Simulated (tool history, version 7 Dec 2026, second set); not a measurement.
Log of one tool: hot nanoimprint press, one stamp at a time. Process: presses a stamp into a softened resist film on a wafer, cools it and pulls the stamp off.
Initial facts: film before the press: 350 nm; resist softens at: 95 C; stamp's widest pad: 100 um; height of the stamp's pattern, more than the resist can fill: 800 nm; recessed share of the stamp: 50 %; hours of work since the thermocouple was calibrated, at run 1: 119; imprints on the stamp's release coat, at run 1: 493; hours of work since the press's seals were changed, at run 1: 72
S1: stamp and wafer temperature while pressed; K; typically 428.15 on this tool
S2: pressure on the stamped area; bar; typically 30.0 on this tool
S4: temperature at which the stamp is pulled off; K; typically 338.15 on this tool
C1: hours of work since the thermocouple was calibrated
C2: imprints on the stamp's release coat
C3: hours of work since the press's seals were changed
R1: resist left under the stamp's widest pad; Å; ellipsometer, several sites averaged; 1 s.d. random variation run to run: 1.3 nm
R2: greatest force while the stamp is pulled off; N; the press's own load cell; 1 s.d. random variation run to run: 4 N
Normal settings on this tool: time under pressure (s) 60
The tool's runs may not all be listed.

run 1 hour=0.0 | S1=428.15 S2=30.0 time_under_pressure_(s)=60 S4=338.15 | C1=119 C2=493 C3=72 | R1=1930 R2=203
run 2 hour=59.1 | S1=428.15 S2=30.0 time_under_pressure_(s)=60 S4=334.15 | C1=151 C2=715 C3=105 | R1=1952 R2=236
run 3 hour=121.4 | S1=428.15 S2=30.0 time_under_pressure_(s)=60 S4=334.15 | C1=185 C2=950 C3=139 | R1=1925 R2=239
run 4 hour=177.4 | S1=428.15 S2=30.0 time_under_pressure_(s)=60 S4=334.15 | C1=216 C2=1160 C3=170 | R1=1929 R2=242
-- hour=217.4 stamp cleaned and given a new release coat
run 5 hour=221.7 | S1=428.15 S2=30.0 time_under_pressure_(s)=60 S4=334.15 | C1=237 C2=17 C3=191 | R1=1881 R2=209
run 6 hour=251.4 | S1=428.15 S2=30.0 time_under_pressure_(s)=60 S4=338.15 | C1=254 C2=129 C3=207 | R1=1880 R2=193
run 7 hour=292.4 | S1=428.15 S2=30.0 time_under_pressure_(s)=60 S4=338.15 | C1=276 C2=283 C3=230 | R1=1894 R2=203
run 8 hour=352.7 | S1=428.15 S2=30.0 time_under_pressure_(s)=60 S4=338.15 | C1=310 C2=510 C3=263 | R1=1879 R2=199
run 9 hour=417.0 | S1=428.15 S2=30.0 time_under_pressure_(s)=60 S4=338.15 | C1=345 C2=752 C3=299 | R1=1821 R2=210
run 10 hour=477.0 | S1=428.15 S2=30.0 time_under_pressure_(s)=60 S4=338.15 | C1=378 C2=978 C3=332 | R1=1846 R2=211
-- hour=483.3 plate thermocouple calibrated
run 11 hour=542.9 | S1=428.15 S2=30.0 time_under_pressure_(s)=60 S4=338.15 | C1=33 C2=1215 C3=366 | R1=1797 R2=211
-- hour=566.1 stamp cleaned and given a new release coat
-- hour=601.0 plate thermocouple calibrated, once more
run 12 hour=607.9 | S1=428.15 S2=30.0 time_under_pressure_(s)=60 S4=338.15 | C1=4 C2=147 C3=397 | R1=2031 R2=190
run 13 hour=653.2 | S1=428.15 S2=30.0 time_under_pressure_(s)=60 S4=338.15 | C1=29 C2=317 C3=422 | R1=2036 R2=189
run 14 hour=716.7 | S1=428.15 S2=30.0 time_under_pressure_(s)=60 S4=338.15 | C1=64 C2=556 C3=457 | R1=1982 R2=210
run 15 hour=777.0 | S1=428.15 S2=30.0 time_under_pressure_(s)=60 S4=338.15 | C1=97 C2=783 C3=490 | R1=1973 R2=218
run 16 hour=818.4 | S1=422.15 S2=30.0 time_under_pressure_(s)=60 S4=338.15 | C1=120 C2=939 C3=513 | R1=2563 R2=220
run 17 hour=874.4 | S1=428.15 S2=21.9 time_under_pressure_(s)=120 S4=332.15 | C1=151 C2=1150 C3=544 | R1=1737 R2=263
-- hour=915.0 stamp cleaned and given a new release coat
run 18 hour=920.9 | S1=428.15 S2=21.9 time_under_pressure_(s)=71 S4=341.15 | C1=173 C2=23 C3=566 | R1=2032 R2=184
run 19 hour=985.6 | S1=435.15 S2=38.0 time_under_pressure_(s)=71 S4=341.15 | C1=209 C2=266 C3=602 | R1=1135 R2=176
run 20 hour=1052.2 | S1=432.15 S2=29.7 time_under_pressure_(s)=60 S4=343.15 | C1=245 C2=517 C3=639 | R1=1560 R2=177
run 21 hour=1101.1 | S1=432.15 S2=29.7 time_under_pressure_(s)=60 S4=343.15 | C1=272 C2=701 C3=666 | R1=1572 R2=183
run 22 hour=1167.5 | S1=438.15 S2=18.9 time_under_pressure_(s)=60 S4=343.15 | C1=309 C2=951 C3=702 | R1=1392 R2=184
run 23 hour=1207.5 | S1=438.15 S2=18.9 time_under_pressure_(s)=60 S4=343.15 | C1=331 C2=1102 C3=724 | R1=1361 R2=188
-- hour=1260.5 stamp cleaned and given a new release coat
run 24 hour=1263.1 | S1=432.15 S2=31.4 time_under_pressure_(s)=60 S4=343.15 | C1=358 C2=10 C3=752 | R1=1495 R2=153
run 25 hour=1296.9 | S1=432.15 S2=31.4 time_under_pressure_(s)=60 S4=343.15 | C1=377 C2=138 C3=770 | R1=1479 R2=168
run 26 hour=1345.2 | S1=432.15 S2=29.3 time_under_pressure_(s)=60 S4=342.15 | C1=404 C2=319 C3=797 | R1=1517 R2=172
-- hour=1374.9 plate thermocouple calibrated
run 27 hour=1401.0 | S1=432.15 S2=29.3 time_under_pressure_(s)=60 S4=342.15 | C1=14 C2=518 C3=826 | R1=1666 R2=188
run 28 hour=1456.9 | S1=426.15 S2=27.2 time_under_pressure_(s)=75 S4=328.15 | C1=45 C2=729 C3=857 | R1=2118 R2=268
run 29 hour=1520.8 | S1=417.15 S2=18.4 time_under_pressure_(s)=61 S4=336.15 | C1=80 C2=969 C3=892 | R1=3175 R2=227
run 30 hour=1562.3 | S1=431.15 S2=30.0 time_under_pressure_(s)=57 S4=338.15 | C1=103 C2=1125 C3=915 | R1=1713 R2=223

Consider 3 possible next runs. They are alternatives, not a sequence: every one starts from the tool as it was left by run 30. What does each give?
-- hour=1606.9 stamp cleaned and given a new release coat
run A hour=1612.4 | S1=437.15 S2=30.0 time_under_pressure_(s)=60 S4=327.15 | C1=128 C2=21 C3=939 | R1=? R2=?
-- hour=1606.9 stamp cleaned and given a new release coat
run B hour=1612.4 | S1=421.15 S2=30.0 time_under_pressure_(s)=60 S4=338.15 | C1=128 C2=21 C3=939 | R1=? R2=?
-- hour=1606.9 stamp cleaned and given a new release coat
run C hour=1612.4 | S1=431.15 S2=25.5 time_under_pressure_(s)=57 S4=338.15 | C1=128 C2=21 C3=939 | R1=? R2=?

run=A R1=1258 R2=238
run=B R1=2632 R2=188
run=C R1=1849 R2=191
With the hidden condition removed and each run's random variation left untouched, the same runs would have given:
run=A R1=1284 R2=241
run=B R1=2676 R2=192
run=C R1=1891 R2=194
